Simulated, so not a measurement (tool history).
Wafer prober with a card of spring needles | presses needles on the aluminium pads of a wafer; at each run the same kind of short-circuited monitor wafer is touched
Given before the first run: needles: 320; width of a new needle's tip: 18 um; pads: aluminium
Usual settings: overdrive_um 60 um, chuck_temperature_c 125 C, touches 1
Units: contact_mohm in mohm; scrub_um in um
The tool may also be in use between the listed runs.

run   hour  overdrive_um  chuck_temperature_c  touches  contact_mohm  scrub_um
  1      0            60                  125        1           190     14.91
       2.1  -- tips cleaned on abrasive film
       6.8  -- tips cleaned on abrasive film
      11.5  -- tips cleaned on abrasive film
      12.8  -- height of the first contact set anew
  2   15.4            42                  125        1           197     10.47
      16.4  -- tips cleaned on abrasive film
      20.4  -- tips cleaned on abrasive film
      25.1  -- tips cleaned on abrasive film
      29.8  -- tips cleaned on abrasive film
  3   31.1            55                  125        1           190     13.68
      33.8  -- tips cleaned on abrasive film
      38.6  -- tips cleaned on abrasive film
      43.3  -- tips cleaned on abrasive film
  4   46.7            55                  125        1           191     13.75
      47.5  -- tips cleaned on abrasive film
      52.1  -- tips cleaned on abrasive film
  5   54.3            60                  125        1           187     14.91
        57  -- tips cleaned on abrasive film
        62  -- tips cleaned on abrasive film
  6     65            60                  125        1           185        15
      66.1  -- tips cleaned on abrasive film
      70.8  -- tips cleaned on abrasive film
      75.3  -- tips cleaned on abrasive film
      79.3  -- tips cleaned on abrasive film
  7   80.7            60                  125        2           190     15.01
      83.6  -- tips cleaned on abrasive film
      88.1  -- tips cleaned on abrasive film
  8   91.7            55                  125        1           191     13.74
      92.7  -- tips cleaned on abrasive film
      97.6  -- tips cleaned on abrasive film
     102.6  -- tips cleaned on abrasive film
     106.6  -- tips cleaned on abrasive film
  9  106.6            60                   80        1           178     14.93
     110.6  -- tips cleaned on abrasive film
     115.6  -- tips cleaned on abrasive film
       120  -- tips cleaned on abrasive film
 10    120            60                   80        1           177     14.97
       124  -- tips cleaned on abrasive film
       129  -- tips cleaned on abrasive film
 11  130.4            60                   80        1           177     15.04
     131.7  -- height of the first contact set anew
     133.7  -- tips cleaned on abrasive film
     138.3  -- tips cleaned on abrasive film
     143.1  -- tips cleaned on abrasive film
 12  143.2            60                   80        1           180     15.14
       148  -- tips cleaned on abrasive film
     152.9  -- tips cleaned on abrasive film
 13  155.8            60                   80        1           180     15.02
     157.8  -- tips cleaned on abrasive film
     162.6  -- tips cleaned on abrasive film
     167.4  -- tips cleaned on abrasive film
 14  170.3            60                   80        1           178     15.13
     172.1  -- tips cleaned on abrasive film
     176.6  -- tips cleaned on abrasive film
 15  177.3            54                   25        2           173     13.66
       181  -- tips cleaned on abrasive film
     185.9  -- tips cleaned on abrasive film
 16  188.3            60                   94        1           183     15.11
     190.3  -- tips cleaned on abrasive film
     194.9  -- tips cleaned on abrasive film
 17    198            50                   47        2           177     12.63
     199.1  -- tips cleaned on abrasive film
     203.8  -- tips cleaned on abrasive film
     208.8  -- tips cleaned on abrasive film
     213.7  -- tips cleaned on abrasive film
 18  215.2            50                   47        2           176     12.59
     218.2  -- tips cleaned on abrasive film
     222.8  -- tips cleaned on abrasive film
 19  223.4            50                   36        2           176     12.59
     227.4  -- tips cleaned on abrasive film
 20  230.4            65                   49        1           176     16.41
     231.4  -- tips cleaned on abrasive film
     236.3  -- tips cleaned on abrasive film
 21  239.1            70                   34        1           170     17.65
     241.2  -- tips cleaned on abrasive film
     246.1  -- tips cleaned on abrasive film
 22  246.3            70                   34        1           172     17.59
     250.2  -- tips cleaned on abrasive film
     250.5  -- height of the first contact set anew
     255.5  -- tips cleaned on abrasive film
 23  258.2            70                   34        1           171     17.69

What does the tool deliver on the next run?
     260.1  -- tips cleaned on abrasive film
       265  -- tips cleaned on abrasive film
 24  265.4            63                   29        1             ?         ?

{"run 24": {"contact_mohm": 171, "scrub_um": 15.87}}
If the tool had no hidden condition, the same run with the same run-to-run variation would have returned contact_mohm 171 mohm, scrub_um 15.64 um.
